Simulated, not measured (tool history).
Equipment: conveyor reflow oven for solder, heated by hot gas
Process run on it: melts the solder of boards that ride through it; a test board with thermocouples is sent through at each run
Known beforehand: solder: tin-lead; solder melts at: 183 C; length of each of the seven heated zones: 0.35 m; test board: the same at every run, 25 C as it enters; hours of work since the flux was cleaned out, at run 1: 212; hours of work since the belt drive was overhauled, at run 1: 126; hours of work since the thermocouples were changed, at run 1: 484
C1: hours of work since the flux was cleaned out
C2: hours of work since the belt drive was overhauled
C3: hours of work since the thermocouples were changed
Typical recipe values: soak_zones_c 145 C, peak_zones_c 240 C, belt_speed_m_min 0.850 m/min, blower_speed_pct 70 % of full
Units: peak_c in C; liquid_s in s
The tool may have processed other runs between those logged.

run 1 hour=0.0 | soak_zones_c=145 peak_zones_c=240 belt_speed_m_min=0.850 blower_speed_pct=70 | C1=212 C2=126 C3=484 | peak_c=216.9 liquid_s=36.8
run 2 hour=59.4 | soak_zones_c=145 peak_zones_c=240 belt_speed_m_min=0.850 blower_speed_pct=70 | C1=257 C2=171 C3=529 | peak_c=216.2 liquid_s=37.4
run 3 hour=103.6 | soak_zones_c=145 peak_zones_c=240 belt_speed_m_min=0.850 blower_speed_pct=70 | C1=291 C2=205 C3=563 | peak_c=215.3 liquid_s=37.2
-- hour=179.6 flux residue cleaned out of gas plates and filters
run 4 hour=188.9 | soak_zones_c=145 peak_zones_c=240 belt_speed_m_min=0.850 blower_speed_pct=70 | C1=7 C2=266 C3=624 | peak_c=212.7 liquid_s=34.6
run 5 hour=248.7 | soak_zones_c=145 peak_zones_c=240 belt_speed_m_min=0.850 blower_speed_pct=70 | C1=53 C2=311 C3=669 | peak_c=211.4 liquid_s=34.3
run 6 hour=306.2 | soak_zones_c=145 peak_zones_c=240 belt_speed_m_min=0.850 blower_speed_pct=70 | C1=96 C2=355 C3=713 | peak_c=210.6 liquid_s=33.8
run 7 hour=399.4 | soak_zones_c=145 peak_zones_c=240 belt_speed_m_min=0.850 blower_speed_pct=70 | C1=167 C2=426 C3=784 | peak_c=209.7 liquid_s=32.2
-- hour=436.1 flux residue cleaned out of gas plates and filters, once more
run 8 hour=477.3 | soak_zones_c=145 peak_zones_c=240 belt_speed_m_min=0.850 blower_speed_pct=70 | C1=31 C2=482 C3=839 | peak_c=217.7 liquid_s=39.4
run 9 hour=563.3 | soak_zones_c=145 peak_zones_c=240 belt_speed_m_min=0.850 blower_speed_pct=70 | C1=97 C2=547 C3=905 | peak_c=217.0 liquid_s=38.1
run 10 hour=641.6 | soak_zones_c=145 peak_zones_c=252 belt_speed_m_min=0.850 blower_speed_pct=70 | C1=156 C2=607 C3=964 | peak_c=226.3 liquid_s=43.8
run 11 hour=735.9 | soak_zones_c=145 peak_zones_c=229 belt_speed_m_min=0.850 blower_speed_pct=70 | C1=228 C2=678 C3=1036 | peak_c=206.9 liquid_s=32.5
run 12 hour=790.8 | soak_zones_c=145 peak_zones_c=229 belt_speed_m_min=0.850 blower_speed_pct=70 | C1=270 C2=720 C3=1078 | peak_c=206.2 liquid_s=31.6
-- hour=880.5 belt drive overhauled, speed set with a stopwatch
-- hour=897.1 flux residue cleaned out of gas plates and filters
run 13 hour=897.1 | soak_zones_c=145 peak_zones_c=240 belt_speed_m_min=0.850 blower_speed_pct=65 | C1=0 C2=9 C3=1152 | peak_c=216.2 liquid_s=38.0
run 14 hour=943.3 | soak_zones_c=145 peak_zones_c=240 belt_speed_m_min=0.850 blower_speed_pct=65 | C1=35 C2=44 C3=1187 | peak_c=215.1 liquid_s=37.2
-- hour=1032.5 thermocouples of zones 6 and 7 changed
run 15 hour=1033.8 | soak_zones_c=145 peak_zones_c=240 belt_speed_m_min=0.850 blower_speed_pct=65 | C1=102 C2=111 C3=1 | peak_c=218.9 liquid_s=39.3
run 16 hour=1113.7 | soak_zones_c=145 peak_zones_c=240 belt_speed_m_min=0.754 blower_speed_pct=70 | C1=163 C2=172 C3=62 | peak_c=222.4 liquid_s=46.4
run 17 hour=1158.2 | soak_zones_c=145 peak_zones_c=240 belt_speed_m_min=0.754 blower_speed_pct=70 | C1=197 C2=206 C3=96 | peak_c=223.0 liquid_s=45.5
run 18 hour=1207.9 | soak_zones_c=145 peak_zones_c=231 belt_speed_m_min=0.850 blower_speed_pct=56 | C1=235 C2=244 C3=133 | peak_c=207.5 liquid_s=31.3
run 19 hour=1249.1 | soak_zones_c=145 peak_zones_c=229 belt_speed_m_min=0.857 blower_speed_pct=86 | C1=266 C2=275 C3=165 | peak_c=209.3 liquid_s=34.1
run 20 hour=1323.9 | soak_zones_c=152 peak_zones_c=250 belt_speed_m_min=0.850 blower_speed_pct=64 | C1=323 C2=332 C3=222 | peak_c=224.9 liquid_s=43.2
-- hour=1361.9 flux residue cleaned out of gas plates and filters
run 21 hour=1397.9 | soak_zones_c=145 peak_zones_c=240 belt_speed_m_min=0.764 blower_speed_pct=60 | C1=27 C2=384 C3=274 | peak_c=221.5 liquid_s=45.5
run 22 hour=1454.3 | soak_zones_c=145 peak_zones_c=240 belt_speed_m_min=0.764 blower_speed_pct=60 | C1=70 C2=427 C3=317 | peak_c=221.2 liquid_s=45.0
run 23 hour=1523.6 | soak_zones_c=140 peak_zones_c=239 belt_speed_m_min=0.838 blower_speed_pct=58 | C1=123 C2=480 C3=370 | peak_c=214.5 liquid_s=35.6
run 24 hour=1577.9 | soak_zones_c=151 peak_zones_c=251 belt_speed_m_min=0.969 blower_speed_pct=67 | C1=164 C2=521 C3=411 | peak_c=221.9 liquid_s=37.2
run 25 hour=1620.1 | soak_zones_c=148 peak_zones_c=235 belt_speed_m_min=0.822 blower_speed_pct=70 | C1=196 C2=553 C3=443 | peak_c=215.8 liquid_s=40.0
run 26 hour=1707.0 | soak_zones_c=145 peak_zones_c=240 belt_speed_m_min=0.944 blower_speed_pct=83 | C1=262 C2=620 C3=509 | peak_c=214.8 liquid_s=34.0
run 27 hour=1761.2 | soak_zones_c=158 peak_zones_c=253 belt_speed_m_min=0.717 blower_speed_pct=79 | C1=304 C2=661 C3=550 | peak_c=236.7 liquid_s=58.2
-- hour=1819.0 flux residue cleaned out of gas plates and filters
run 28 hour=1862.9 | soak_zones_c=142 peak_zones_c=240 belt_speed_m_min=0.971 blower_speed_pct=70 | C1=33 C2=734 C3=624 | peak_c=214.0 liquid_s=30.9
-- hour=1934.2 belt drive overhauled, speed set with a stopwatch
run 29 hour=1958.7 | soak_zones_c=142 peak_zones_c=240 belt_speed_m_min=0.971 blower_speed_pct=70 | C1=103 C2=19 C3=694 | peak_c=211.7 liquid_s=28.9
run 30 hour=1998.3 | soak_zones_c=142 peak_zones_c=240 belt_speed_m_min=0.971 blower_speed_pct=70 | C1=133 C2=49 C3=724 | peak_c=211.8 liquid_s=29.8

What if the next run were any one of these 3? Each begins from the tool's condition after run 30:
run A hour=2075.7 | soak_zones_c=142 peak_zones_c=240 belt_speed_m_min=0.971 blower_speed_pct=65 | C1=192 C2=108 C3=783 | peak_c=? liquid_s=?
run B hour=2075.7 | soak_zones_c=142 peak_zones_c=240 belt_speed_m_min=0.921 blower_speed_pct=53 | C1=192 C2=108 C3=783 | peak_c=? liquid_s=?
run C hour=2075.7 | soak_zones_c=144 peak_zones_c=240 belt_speed_m_min=0.981 blower_speed_pct=70 | C1=192 C2=108 C3=783 | peak_c=? liquid_s=?

run=A peak_c=208.5 liquid_s=27.1
run=B peak_c=209.1 liquid_s=29.1
run=C peak_c=210.0 liquid_s=28.8
Take away the tool's hidden state, keep each run's random variation, and the runs would have read:
run=A peak_c=212.8 liquid_s=29.7
run=B peak_c=213.1 liquid_s=31.7
run=C peak_c=214.3 liquid_s=31.2
